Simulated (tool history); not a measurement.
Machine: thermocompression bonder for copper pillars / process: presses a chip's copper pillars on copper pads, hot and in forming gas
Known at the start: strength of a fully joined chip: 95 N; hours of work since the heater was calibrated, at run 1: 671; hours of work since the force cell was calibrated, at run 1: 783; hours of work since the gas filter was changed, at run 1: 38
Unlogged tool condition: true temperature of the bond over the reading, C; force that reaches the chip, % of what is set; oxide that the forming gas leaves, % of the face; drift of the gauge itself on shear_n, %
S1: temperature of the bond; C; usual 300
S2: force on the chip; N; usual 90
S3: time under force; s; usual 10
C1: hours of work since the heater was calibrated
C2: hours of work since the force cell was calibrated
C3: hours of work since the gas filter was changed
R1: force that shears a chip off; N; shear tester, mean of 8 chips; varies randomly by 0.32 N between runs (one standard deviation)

run,hour,S1,S2,S3,C1,C2,C3,R1
1,0,300,90,10,671,783,38,67.4
2,28.2,300,108,10,690,802,57,76.1
3,61.2,300,90,19,712,824,78,77.7
4,123.7,300,90,29,753,865,119,83.5
5,156.5,300,63,10,774,886,141,50.8
6,216.4,300,63,10,814,926,180,50.2
# hour 258.6: forming gas filter changed
7,276.3,300,63,10,853,965,12,50.1
8,329.2,300,90,10,888,1000,46,67.2
9,391.4,285,90,10,929,1041,87,59.6
10,427.7,300,90,25,953,1065,111,81.2
11,458,300,90,25,973,1084,131,81
12,517.9,300,90,25,1012,1124,171,81.4
13,543.9,300,90,25,1029,1141,188,81.5
# hour 576.7: forming gas filter changed
14,607.6,300,90,25,1071,1183,20,81.3
15,651.3,300,90,17,1099,1211,49,76.2
16,703.7,300,90,17,1134,1246,84,76.2
17,736.5,300,90,17,1156,1267,105,76.2
18,797,300,98,10,1195,1307,145,71.7
19,857.8,300,90,10,1235,1347,185,67.8
# hour 894.7: forming gas filter changed
20,898.2,300,121,5,1262,1374,2,69.8
21,951.3,300,121,5,1297,1408,37,70
22,996,300,94,10,1326,1438,67,69.9
23,1022.1,272,93,10,1343,1455,84,54.9
# hour 1055.5: force cell calibrated
24,1077.6,272,93,12,1379,15,119,58.3
25,1121.8,300,101,17,1408,44,149,81.1

Run 26 is up next; what results do you expect?
26,1169.5,276,61,8,1439,75,180,?

R1: 34.6 N
Without the tool's hidden state the same run would have given R1 34.5 N.
